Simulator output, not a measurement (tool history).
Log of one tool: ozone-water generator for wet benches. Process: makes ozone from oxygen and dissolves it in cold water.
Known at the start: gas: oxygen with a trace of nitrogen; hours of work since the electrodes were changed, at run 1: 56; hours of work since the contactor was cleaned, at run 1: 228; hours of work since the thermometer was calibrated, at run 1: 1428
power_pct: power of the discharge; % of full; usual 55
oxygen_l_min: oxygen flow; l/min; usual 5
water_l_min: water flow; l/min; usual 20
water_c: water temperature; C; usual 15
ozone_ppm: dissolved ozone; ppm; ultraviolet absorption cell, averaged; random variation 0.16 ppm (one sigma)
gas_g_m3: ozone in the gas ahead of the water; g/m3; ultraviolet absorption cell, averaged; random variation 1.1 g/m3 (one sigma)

run,hour,power_pct,oxygen_l_min,water_l_min,water_c,hours of work since the electrodes were changed,hours of work since the contactor was cleaned,hours of work since the thermometer was calibrated,ozone_ppm,gas_g_m3
1,0,55,5,20,15,56,228,1428,19.6,189.5
2,130.5,55,5,20,15,149,321,1521,19.6,190.5
3,285.5,55,5,20,15,259,431,1631,19.2,189.1
4,370.3,55,5,20,15,319,491,1691,19.4,188.5
5,505.1,76,5,20,15,414,586,1786,24.6,238.9
6,593.7,76,5,20,15,477,649,1849,24.8,236.8
7,707.6,76,5,20,15,558,730,1930,24.3,239.7
8,801.1,76,5,20,15,624,796,1996,24.5,241.3
9,946,76,5,20,15,727,899,2099,24.1,237.7
10,1041.3,55,3.22,20,15,794,966,2166,19.5,250.7
11,1126.6,55,3.22,20,15,855,1027,2227,19.6,250.6
12,1219.2,55,5,20,15,920,1093,2292,19.1,184.4
13,1318.2,55,5,20,8,991,1163,2362,20.9,187

The next listed run, before its measurement:
14,1481,55,5.09,19,8,1106,1278,2478,?,?

ozone_ppm: 21.6 ppm
gas_g_m3: 181.4 g/m3
Without the tool's hidden state the same run would have given ozone_ppm 22.6 ppm, gas_g_m3 187.4 g/m3.
